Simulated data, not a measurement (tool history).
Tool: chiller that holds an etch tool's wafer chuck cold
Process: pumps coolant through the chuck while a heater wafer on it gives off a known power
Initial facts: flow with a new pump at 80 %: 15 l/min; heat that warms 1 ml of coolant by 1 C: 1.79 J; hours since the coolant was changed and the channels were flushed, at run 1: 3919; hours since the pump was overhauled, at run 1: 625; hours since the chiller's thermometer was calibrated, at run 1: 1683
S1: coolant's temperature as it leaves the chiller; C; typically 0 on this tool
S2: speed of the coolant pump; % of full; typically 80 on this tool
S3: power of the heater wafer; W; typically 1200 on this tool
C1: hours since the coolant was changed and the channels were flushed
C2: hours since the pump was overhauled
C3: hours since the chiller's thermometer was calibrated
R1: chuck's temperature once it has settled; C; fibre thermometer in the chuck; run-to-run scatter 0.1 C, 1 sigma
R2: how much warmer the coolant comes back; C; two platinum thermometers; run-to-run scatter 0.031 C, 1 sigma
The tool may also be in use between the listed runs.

{"run": 1, "hour": 0.0, "S1": 0, "S2": 80, "S3": 1200, "C1": 3919, "C2": 625, "C3": 1683, "R1": 13.8, "R2": 2.76}
{"run": 2, "hour": 20.3, "S1": -9, "S2": 80, "S3": 1200, "C1": 3940, "C2": 646, "C3": 1704, "R1": 4.5, "R2": 2.7}
{"run": 3, "hour": 54.4, "S1": 0, "S2": 80, "S3": 1200, "C1": 3974, "C2": 680, "C3": 1738, "R1": 13.9, "R2": 2.77}
{"run": 4, "hour": 90.6, "S1": 0, "S2": 80, "S3": 1200, "C1": 4010, "C2": 716, "C3": 1774, "R1": 13.8, "R2": 2.74}
{"run": 5, "hour": 124.1, "S1": 0, "S2": 80, "S3": 1200, "C1": 4043, "C2": 749, "C3": 1807, "R1": 13.9, "R2": 2.75}
{"run": 6, "hour": 148.5, "S1": 0, "S2": 80, "S3": 1200, "C1": 4068, "C2": 774, "C3": 1832, "R1": 13.7, "R2": 2.75}
{"run": 7, "hour": 174.4, "S1": 0, "S2": 80, "S3": 1200, "C1": 4094, "C2": 800, "C3": 1858, "R1": 13.8, "R2": 2.72}
{"run": 8, "hour": 203.1, "S1": 0, "S2": 80, "S3": 1200, "C1": 4122, "C2": 828, "C3": 1886, "R1": 13.9, "R2": 2.74}
{"hour": 211.9, "done": "coolant pump overhauled"}
{"run": 9, "hour": 250.2, "S1": 0, "S2": 83, "S3": 1077, "C1": 4165, "C2": 38, "C3": 1929, "R1": 12.2, "R2": 2.39}
{"hour": 294.4, "done": "coolant pump overhauled, once more"}
{"run": 10, "hour": 294.4, "S1": -3, "S2": 85, "S3": 1200, "C1": 4204, "C2": 0, "C3": 1968, "R1": 10.3, "R2": 2.57}
{"run": 11, "hour": 335.7, "S1": -4, "S2": 64, "S3": 857, "C1": 4245, "C2": 41, "C3": 2009, "R1": 7.5, "R2": 2.48}
{"run": 12, "hour": 358.1, "S1": -4, "S2": 64, "S3": 857, "C1": 4267, "C2": 64, "C3": 2031, "R1": 7.4, "R2": 2.44}
{"run": 13, "hour": 390.9, "S1": -4, "S2": 64, "S3": 857, "C1": 4300, "C2": 96, "C3": 2064, "R1": 7.6, "R2": 2.43}
{"run": 14, "hour": 417.4, "S1": -2, "S2": 71, "S3": 1155, "C1": 4327, "C2": 123, "C3": 2091, "R1": 12.3, "R2": 2.89}
{"run": 15, "hour": 456.5, "S1": 1, "S2": 71, "S3": 1155, "C1": 4366, "C2": 162, "C3": 2130, "R1": 15.6, "R2": 2.91}
{"run": 16, "hour": 481.6, "S1": 1, "S2": 71, "S3": 1155, "C1": 4391, "C2": 187, "C3": 2155, "R1": 15.4, "R2": 2.87}

Across each entry between runs, compare the hidden state at the last listed run before it with the hidden state at the first listed run after it:
Runs 8 to 9: coolant pump overhauled (hour 211.9)
  heat passed by the chuck's channels, % of clean ones': 87.8 -> 87.7; flow at a given pump speed, % of a new pump's: 98.2 -> 97; coolant's true temperature over the reading, C: 0.21 -> 0.22
  measured less the result without the state, R1: +1.9 -> +1.8 C; R2: +0.05 -> +0.08 C
Runs 9 to 10: coolant pump overhauled, once more (hour 294.4)
  heat passed by the chuck's channels, % of clean ones': 87.7 -> 87.6; flow at a given pump speed, % of a new pump's: 97 -> 99.5
  measured less the result without the state, R1: +1.8 -> +1.7 C; R2: +0.08 -> +0.02 C
